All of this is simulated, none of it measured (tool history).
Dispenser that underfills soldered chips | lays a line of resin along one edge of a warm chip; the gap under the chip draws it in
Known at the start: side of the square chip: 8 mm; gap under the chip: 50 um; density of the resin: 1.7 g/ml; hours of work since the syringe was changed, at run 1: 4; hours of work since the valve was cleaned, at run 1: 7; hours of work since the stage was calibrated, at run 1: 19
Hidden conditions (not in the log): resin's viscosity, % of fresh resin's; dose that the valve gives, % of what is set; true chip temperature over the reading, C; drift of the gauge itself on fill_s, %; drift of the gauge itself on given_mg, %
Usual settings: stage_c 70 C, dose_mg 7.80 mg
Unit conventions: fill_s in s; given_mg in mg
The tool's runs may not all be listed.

run	hour	stage_c	dose_mg	hours of work since the syringe was changed	hours of work since the valve was cleaned	hours of work since the stage was calibrated	fill_s	given_mg
1	0.0	70	7.80	4	7	19	97.5	7.75
# hour 3.8: new syringe of resin
2	7.7	70	7.51	3	12	24	89.3	7.50
3	12.6	70	8.06	6	15	27	108.4	7.95
# hour 14.0: new syringe of resin
4	19.0	70	8.06	3	19	31	90.5	7.99
# hour 23.8: new syringe of resin
5	25.8	70	7.32	1	23	35	81.3	7.25
6	29.7	70	8.02	4	25	38	95.9	7.96
# hour 33.6: new syringe of resin
7	39.0	70	8.02	3	31	43	92.8	7.90
# hour 43.7: new syringe of resin
8	45.7	70	8.02	1	35	47	82.9	7.90
9	51.1	70	7.80	5	38	51	104.3	7.68
# hour 53.5: new syringe of resin
10	55.6	70	7.80	1	41	53	81.3	7.68
# hour 64.0: new syringe of resin
11	64.3	70	7.80	0	46	59	75.7	7.60
12	71.6	68	7.80	5	51	63	113.7	7.57
# hour 73.8: new syringe of resin
13	79.1	68	7.80	3	55	68	103.2	7.60
# hour 83.7: new syringe of resin
14	86.4	63	7.80	2	60	72	115.9	7.58
15	92.3	63	7.80	5	64	76	150.6	7.54
# hour 93.7: new syringe of resin
16	100.7	58	7.80	4	69	81	177.0	7.51
# hour 103.9: new syringe of resin
17	106.9	58	8.51	2	73	85	142.7	8.20
# hour 114.0: new syringe of resin
# hour 116.3: dispensing valve cleaned and set on the balance
18	116.3	70	7.28	1	0	90	81.4	7.29
# hour 124.9: new syringe of resin
19	125.1	70	8.42	0	5	95	75.9	8.33
20	134.2	78	6.97	6	11	101	82.5	6.89
# hour 135.4: new syringe of resin
21	139.6	60	9.92	3	14	104	137.8	9.80
22	144.2	60	9.92	6	17	107	171.3	9.80
# hour 145.3: new syringe of resin
23	151.7	65	7.80	4	22	112	122.9	7.74
# hour 155.5: new syringe of resin
24	156.1	74	8.04	0	24	115	65.5	8.03
25	160.1	68	7.91	3	27	117	101.0	7.80
# hour 165.6: new syringe of resin
26	168.5	63	9.17	2	32	122	112.9	9.07
27	174.3	77	8.24	6	36	126	81.0	8.08
# hour 175.8: new syringe of resin
28	178.9	71	7.94	2	39	129	82.1	7.80
29	183.1	71	7.94	5	41	131	98.8	7.75
# hour 186.1: new syringe of resin
30	187.3	64	9.95	1	44	134	101.6	9.77
31	193.0	81	9.28	4	47	137	62.0	9.10
# hour 196.4: new syringe of resin
32	199.3	60	7.69	2	51	141	138.0	7.47
# hour 206.2: new syringe of resin
33	208.3	60	7.69	1	57	147	132.9	7.48

Hidden state or all else? Some run-to-run changes of fill_s, split into what the settings, what came in and random variation would give without the hidden state, and what is left for the hidden state (with any gauge scatter that isn't in both results):
Run 11 -> 12: stage_c 70 -> 68. fill_s +38.0 s: hidden state +31.3, all else +6.7.
Run 14 -> 15: no setting changed, nothing entered. fill_s +34.7 s: hidden state +34.0, all else +0.7.
Run 16 -> 17: dose_mg 7.80 -> 8.51, new syringe of resin. fill_s -34.3 s: hidden state -31.8, all else -2.5.
Run 17 -> 18: stage_c 58 -> 70, dose_mg 8.51 -> 7.28, new syringe of resin, dispensing valve cleaned and set on the balance. fill_s -61.3 s: hidden state -12.7, all else -48.6.
Run 23 -> 24: stage_c 65 -> 74, dose_mg 7.80 -> 8.04, new syringe of resin. fill_s -57.4 s: hidden state -28.6, all else -28.8.
Run 31 -> 32: stage_c 81 -> 60, dose_mg 9.28 -> 7.69, new syringe of resin. fill_s +76.0 s: hidden state +4.0, all else +72.0.
